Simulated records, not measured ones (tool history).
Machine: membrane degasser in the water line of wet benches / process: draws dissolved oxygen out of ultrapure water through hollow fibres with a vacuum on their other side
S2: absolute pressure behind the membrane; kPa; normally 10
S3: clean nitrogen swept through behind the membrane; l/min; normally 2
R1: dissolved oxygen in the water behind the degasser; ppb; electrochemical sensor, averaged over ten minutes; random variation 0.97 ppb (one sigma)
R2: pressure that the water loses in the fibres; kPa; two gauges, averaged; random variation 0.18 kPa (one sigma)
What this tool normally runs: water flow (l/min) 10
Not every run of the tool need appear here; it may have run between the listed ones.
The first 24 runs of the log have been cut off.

{"run": 25, "day": 145.092, "water flow (l/min)": 13, "S2": 10.3, "S3": 5.51, "R1": 68.5, "R2": 43}
{"run": 26, "day": 152.517, "water flow (l/min)": 10, "S2": 8.7, "S3": 1.27, "R1": 114.1, "R2": 33.46}
{"run": 27, "day": 156.392, "water flow (l/min)": 10, "S2": 8.7, "S3": 1.27, "R1": 115.2, "R2": 33.46}
{"run": 28, "day": 160.246, "water flow (l/min)": 10, "S2": 7.9, "S3": 1.27, "R1": 99.3, "R2": 32.82}
{"run": 29, "day": 166.258, "water flow (l/min)": 10, "S2": 19, "S3": 1.98, "R1": 198.7, "R2": 33.22}
{"run": 30, "day": 172.604, "water flow (l/min)": 10, "S2": 19, "S3": 1.98, "R1": 201.2, "R2": 33.33}
{"run": 31, "day": 176.4, "water flow (l/min)": 10, "S2": 22.2, "S3": 1.86, "R1": 250, "R2": 33.03}
{"run": 32, "day": 181.338, "water flow (l/min)": 10, "S2": 22.2, "S3": 1.86, "R1": 253.5, "R2": 33.15}
{"run": 33, "day": 189.35, "water flow (l/min)": 10, "S2": 22.2, "S3": 1.86, "R1": 251.9, "R2": 33.52}

Predict each of these 3 candidate next runs independently; none follows another, all start after run 33:
{"run": "A", "day": 197.388, "water flow (l/min)": 10, "S2": 8.3, "S3": 1.3, "R1": "?", "R2": "?"}
{"run": "B", "day": 197.388, "water flow (l/min)": 10, "S2": 22.2, "S3": 4.22, "R1": "?", "R2": "?"}
{"run": "C", "day": 197.388, "water flow (l/min)": 10, "S2": 6, "S3": 1.86, "R1": "?", "R2": "?"}

run=A R1=104.8 R2=33.62
run=B R1=120.3 R2=33.19
run=C R1=46.4 R2=33.53
With the hidden condition removed and each run's random variation left untouched, the same runs would have given:
run=A R1=104.5 R2=33.13
run=B R1=120 R2=32.71
run=C R1=46.2 R2=33.05
